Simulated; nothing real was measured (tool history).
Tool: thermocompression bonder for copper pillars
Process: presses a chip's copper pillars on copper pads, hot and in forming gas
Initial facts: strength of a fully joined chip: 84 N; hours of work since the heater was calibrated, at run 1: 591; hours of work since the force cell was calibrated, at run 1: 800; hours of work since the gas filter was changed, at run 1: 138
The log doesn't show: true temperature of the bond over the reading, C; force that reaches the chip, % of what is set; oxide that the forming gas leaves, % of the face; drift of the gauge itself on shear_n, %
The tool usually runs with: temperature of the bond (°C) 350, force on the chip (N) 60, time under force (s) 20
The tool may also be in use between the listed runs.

run	hour	temperature of the bond (°C)	force on the chip (N)	time under force (s)	hours of work since the heater was calibrated	hours of work since the force cell was calibrated	hours of work since the gas filter was changed	force that shears a chip off (N)
1	0.0	350	60	20	591	800	138	44.9
2	64.0	350	60	18	617	826	164	43.1
3	137.2	350	60	18	647	856	194	43.0
4	177.5	330	60	20	663	872	210	39.1
5	234.4	330	60	38	686	895	233	48.1
6	281.2	350	60	52	705	914	252	58.6
7	334.8	350	60	20	727	936	274	44.6
8	385.9	350	60	20	748	956	295	44.6
9	455.5	366	60	20	776	985	323	48.8
10	540.5	366	60	20	811	1019	358	49.0
11	626.9	366	60	20	846	1054	393	48.8
12	674.3	366	60	20	865	1073	412	48.6
13	720.4	350	60	20	883	1092	431	44.4
14	778.3	350	60	20	907	1116	454	44.4
# hour 813.2: forming gas filter changed
15	828.5	350	60	20	927	1136	6	46.6
16	909.3	350	60	20	960	1169	39	46.6
17	995.6	350	59	20	995	1204	74	45.7
# hour 1035.9: force cell calibrated
18	1072.5	350	59	20	1026	15	105	42.5
19	1127.3	350	60	16	1048	37	127	39.9
20	1209.2	350	60	16	1081	70	160	39.6
21	1267.7	350	60	44	1105	94	184	54.9
22	1317.4	350	60	44	1125	114	204	54.7
23	1390.1	349	60	21	1154	144	233	43.5
24	1446.7	354	53	12	1177	167	256	32.5
25	1527.1	332	72	15	1210	199	289	40.9
26	1574.8	332	72	15	1229	219	308	40.9
27	1653.2	332	72	15	1261	250	340	41.0
28	1704.9	350	44	30	1282	271	361	36.8
29	1751.0	329	44	44	1301	290	380	36.4
30	1797.8	329	44	44	1320	309	399	36.6
31	1856.7	350	70	20	1344	333	423	49.0
32	1907.7	380	58	16	1364	354	443	46.0
33	1956.7	349	60	20	1384	374	463	42.6
# hour 1967.6: forming gas filter changed
34	2035.4	375	57	24	1416	405	28	52.3
# hour 2068.4: heater calibrated with a thermocouple chip
35	2129.0	327	40	20	25	442	65	24.4
36	2197.1	350	60	28	52	470	92	49.0
37	2278.7	350	60	28	85	503	125	49.0
38	2352.3	337	82	32	115	533	155	59.6
39	2401.6	337	56	41	135	553	175	47.9
40	2462.8	337	56	41	160	578	200	48.0
41	2547.5	337	56	41	194	612	234	47.8

3 options for the next run, each taken on its own from the tool as it stands now. Forecast them:
A	2591.8	337	48	12	212	630	252	?
B	2591.8	322	60	14	212	630	252	?
C	2591.8	356	60	20	212	630	252	?

run	force that shears a chip off (N)
A	26.5
B	31.6
C	45.7
The same runs, with their run-to-run variation unchanged, on a tool lacking any hidden condition would have given:
run	force that shears a chip off (N)
A	25.7
B	30.7
C	44.9
